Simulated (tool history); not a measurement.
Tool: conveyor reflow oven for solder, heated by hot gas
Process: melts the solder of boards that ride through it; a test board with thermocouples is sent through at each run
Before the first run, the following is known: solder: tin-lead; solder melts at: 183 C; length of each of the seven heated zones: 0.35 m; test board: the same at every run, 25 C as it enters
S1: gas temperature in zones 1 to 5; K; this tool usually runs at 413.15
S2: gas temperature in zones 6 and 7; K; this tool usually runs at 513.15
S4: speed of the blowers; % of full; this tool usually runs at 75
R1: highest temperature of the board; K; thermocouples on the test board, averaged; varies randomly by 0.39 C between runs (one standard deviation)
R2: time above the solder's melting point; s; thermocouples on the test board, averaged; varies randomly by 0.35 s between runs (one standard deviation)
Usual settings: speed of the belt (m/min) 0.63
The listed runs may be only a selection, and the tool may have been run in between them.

{"run": 1, "hour": 0.0, "S1": 413.15, "S2": 513.15, "speed of the belt (m/min)": 0.63, "S4": 75, "R1": 495.65, "R2": 53.9}
{"run": 2, "hour": 33.9, "S1": 413.15, "S2": 513.15, "speed of the belt (m/min)": 0.63, "S4": 85, "R1": 498.75, "R2": 55.4}
{"run": 3, "hour": 67.7, "S1": 413.15, "S2": 511.15, "speed of the belt (m/min)": 0.63, "S4": 85, "R1": 496.85, "R2": 55.1}
{"run": 4, "hour": 94.6, "S1": 413.15, "S2": 511.15, "speed of the belt (m/min)": 0.63, "S4": 85, "R1": 496.15, "R2": 54.9}
{"run": 5, "hour": 139.2, "S1": 413.15, "S2": 511.15, "speed of the belt (m/min)": 0.63, "S4": 85, "R1": 496.45, "R2": 54.7}
{"run": 6, "hour": 185.9, "S1": 413.15, "S2": 513.15, "speed of the belt (m/min)": 0.514, "S4": 75, "R1": 501.65, "R2": 69.9}
{"run": 7, "hour": 224.3, "S1": 413.15, "S2": 513.15, "speed of the belt (m/min)": 0.537, "S4": 78, "R1": 501.45, "R2": 66.7}
{"run": 8, "hour": 259.1, "S1": 428.15, "S2": 513.15, "speed of the belt (m/min)": 0.618, "S4": 75, "R1": 498.25, "R2": 60.8}
{"run": 9, "hour": 289.8, "S1": 413.15, "S2": 513.15, "speed of the belt (m/min)": 0.63, "S4": 69, "R1": 493.85, "R2": 52.3}
{"run": 10, "hour": 335.6, "S1": 413.15, "S2": 513.15, "speed of the belt (m/min)": 0.63, "S4": 69, "R1": 493.65, "R2": 52}

Not shown: 1 entry that the log had between the listed runs. Between which runs, and how does the tool's hidden state differ before and after?
In the gap between runs 8 and 9: flux residue cleaned out of gas plates and filters (hour 288.5)
  heat that the gas passes to the board, % of a clean oven's: 99.7 -> 100
